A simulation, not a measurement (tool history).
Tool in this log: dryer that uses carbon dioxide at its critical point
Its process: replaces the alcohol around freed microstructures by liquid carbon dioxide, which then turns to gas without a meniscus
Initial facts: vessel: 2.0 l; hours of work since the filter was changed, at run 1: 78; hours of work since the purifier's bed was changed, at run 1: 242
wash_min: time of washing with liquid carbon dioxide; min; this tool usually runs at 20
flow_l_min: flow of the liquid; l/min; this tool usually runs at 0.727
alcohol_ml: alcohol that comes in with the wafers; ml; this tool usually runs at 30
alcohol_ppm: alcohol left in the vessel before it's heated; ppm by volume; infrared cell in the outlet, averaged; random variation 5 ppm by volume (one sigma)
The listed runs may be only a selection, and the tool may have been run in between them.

run	hour	wash_min	flow_l_min	alcohol_ml	hours of work since the filter was changed	hours of work since the purifier's bed was changed	alcohol_ppm
1	0.0	20	0.727	30	78	242	99
2	11.0	20	0.680	30	87	250	103
3	21.3	20	0.436	30	95	258	338
4	28.1	20	0.436	30	100	263	326
5	36.4	20	0.727	30	106	270	108
6	46.8	20	0.727	30	114	278	103
7	54.8	20	0.727	30	121	284	108
8	67.9	27	0.727	30	131	295	95
9	78.3	27	0.729	30	139	303	102
10	86.0	27	0.729	30	145	309	100
11	95.8	27	0.729	79	153	316	98
12	108.3	27	0.729	79	163	326	110
13	118.7	27	0.729	79	171	334	109
14	132.9	27	0.729	79	182	345	120
15	143.1	29	0.727	30	190	353	113
16	149.8	29	0.727	30	195	359	121
17	161.4	29	0.727	30	204	368	111
18	172.3	20	0.727	30	212	376	140
19	179.3	20	0.727	30	218	382	135
20	193.1	20	0.466	30	229	392	349
21	201.8	19	0.466	30	236	399	399
22	208.8	20	0.727	30	241	405	146
23	215.7	13	0.727	30	246	410	355
24	226.1	13	0.727	30	254	418	371
25	233.3	25	0.727	30	260	424	129
26	245.2	26	0.727	30	269	433	139
27	253.0	23	0.854	107	276	439	147
28	259.7	17	1.013	53	281	444	154
29	272.7	17	1.013	53	291	455	164
30	284.6	13	0.727	30	300	464	390
31	296.7	13	0.686	30	310	473	455
32	308.0	19	0.633	54	318	482	295
33	317.3	19	0.633	27	326	489	227
34	328.3	20	1.021	83	334	498	159
35	341.8	20	1.021	83	345	509	164
36	349.5	29	0.727	84	351	515	158
37	356.2	13	0.727	106	356	520	1106
38	365.9	13	0.727	106	364	527	1108
39	376.9	13	0.727	106	372	536	1105
40	386.3	28	0.948	89	380	543	170
41	394.5	30	0.948	64	386	550	168
42	401.2	13	0.445	26	391	555	1281
43	409.4	13	0.445	26	398	561	1320
44	417.8	18	0.658	30	404	568	288
45	424.7	18	0.658	30	410	573	280
46	433.3	18	0.658	30	416	580	277
47	447.3	20	0.727	50	427	591	243

Table of differences, measured result less the result of that run with no hidden state. Run-to-run variation is the same in both. Gauge scatter possibly is not:
Hidden state present: flow that reaches the vessel past the clogged filter, %; alcohol in the recycled carbon dioxide, ppm; drift of the gauge itself on alcohol_ppm, %.
run	alcohol_ppm
1	+73
2	+77
3	+107
4	+106
5	+81
6	+85
7	+84
8	+88
9	+88
10	+89
11	+94
12	+96
13	+98
14	+102
15	+101
16	+108
17	+110
18	+116
19	+122
20	+178
21	+192
22	+128
23	+187
24	+198
25	+127
26	+130
27	+137
28	+141
29	+143
30	+225
31	+249
32	+208
33	+182
34	+155
35	+155
36	+158
37	+528
38	+537
39	+547
40	+158
41	+164
42	+486
43	+513
44	+225
45	+227
46	+230
47	+216
